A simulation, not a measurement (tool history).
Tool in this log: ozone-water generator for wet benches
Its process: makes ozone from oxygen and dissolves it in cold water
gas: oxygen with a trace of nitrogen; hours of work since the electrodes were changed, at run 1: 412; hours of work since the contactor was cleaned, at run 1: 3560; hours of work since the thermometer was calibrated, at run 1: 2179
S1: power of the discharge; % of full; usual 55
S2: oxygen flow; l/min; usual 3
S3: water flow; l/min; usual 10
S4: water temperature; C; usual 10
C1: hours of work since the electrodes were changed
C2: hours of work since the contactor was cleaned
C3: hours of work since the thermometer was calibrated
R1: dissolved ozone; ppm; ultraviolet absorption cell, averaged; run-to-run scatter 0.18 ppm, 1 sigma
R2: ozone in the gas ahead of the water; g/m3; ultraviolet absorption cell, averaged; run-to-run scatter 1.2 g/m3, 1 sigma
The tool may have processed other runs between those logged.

{"run": 1, "hour": 0.0, "S1": 55, "S2": 3, "S3": 10, "S4": 10, "C1": 412, "C2": 3560, "C3": 2179, "R1": 25.7, "R2": 218.4}
{"run": 2, "hour": 40.6, "S1": 55, "S2": 3, "S3": 10, "S4": 10, "C1": 438, "C2": 3587, "C3": 2205, "R1": 25.6, "R2": 219.3}
{"run": 3, "hour": 96.4, "S1": 55, "S2": 3, "S3": 10, "S4": 10, "C1": 474, "C2": 3622, "C3": 2241, "R1": 25.4, "R2": 220.9}
{"run": 4, "hour": 161.2, "S1": 55, "S2": 3, "S3": 10, "S4": 10, "C1": 516, "C2": 3664, "C3": 2283, "R1": 25.5, "R2": 221.9}
{"run": 5, "hour": 212.8, "S1": 55, "S2": 3, "S3": 10, "S4": 13, "C1": 549, "C2": 3697, "C3": 2316, "R1": 24.6, "R2": 219.6}
{"run": 6, "hour": 277.2, "S1": 55, "S2": 3, "S3": 10, "S4": 10, "C1": 590, "C2": 3739, "C3": 2357, "R1": 25, "R2": 222.6}
{"run": 7, "hour": 323.4, "S1": 55, "S2": 3, "S3": 10, "S4": 17, "C1": 620, "C2": 3768, "C3": 2387, "R1": 23.1, "R2": 220.4}
{"run": 8, "hour": 356.5, "S1": 55, "S2": 1.98, "S3": 10, "S4": 10, "C1": 641, "C2": 3790, "C3": 2408, "R1": 25.7, "R2": 288.3}
{"run": 9, "hour": 417.4, "S1": 92, "S2": 1.94, "S3": 7, "S4": 17, "C1": 680, "C2": 3829, "C3": 2447, "R1": 42.8, "R2": 387.2}
{"run": 10, "hour": 471.2, "S1": 92, "S2": 1.94, "S3": 7, "S4": 17, "C1": 715, "C2": 3863, "C3": 2482, "R1": 42.9, "R2": 388.6}
{"run": 11, "hour": 522.9, "S1": 60, "S2": 2.24, "S3": 8, "S4": 10, "C1": 748, "C2": 3897, "C3": 2515, "R1": 32.8, "R2": 280.8}
{"run": 12, "hour": 574.1, "S1": 51, "S2": 1.52, "S3": 13, "S4": 11, "C1": 781, "C2": 3930, "C3": 2548, "R1": 18, "R2": 332.5}
{"run": 13, "hour": 622.8, "S1": 51, "S2": 1.52, "S3": 16, "S4": 6, "C1": 812, "C2": 3961, "C3": 2579, "R1": 14.9, "R2": 332.9}
{"hour": 657.9, "done": "gauge calibrated"}
{"run": 14, "hour": 674.9, "S1": 86, "S2": 3, "S3": 7, "S4": 10, "C1": 846, "C2": 3994, "C3": 2613, "R1": 43.4, "R2": 277.4}
{"run": 15, "hour": 742.3, "S1": 86, "S2": 3, "S3": 7, "S4": 10, "C1": 889, "C2": 4038, "C3": 2656, "R1": 44, "R2": 280.7}

Take each entry between the runs: how does the hidden state at the last listed run before it differ from the hidden state at the first listed run after it?
After run 13, before run 14: gauge calibrated (hour 657.9)
  drift of the gauge itself on gas_g_m3, %: 2.8 -> 0.08
  difference, measured minus the result without the unlogged condition, R2: +8.9 -> +0 g/m3
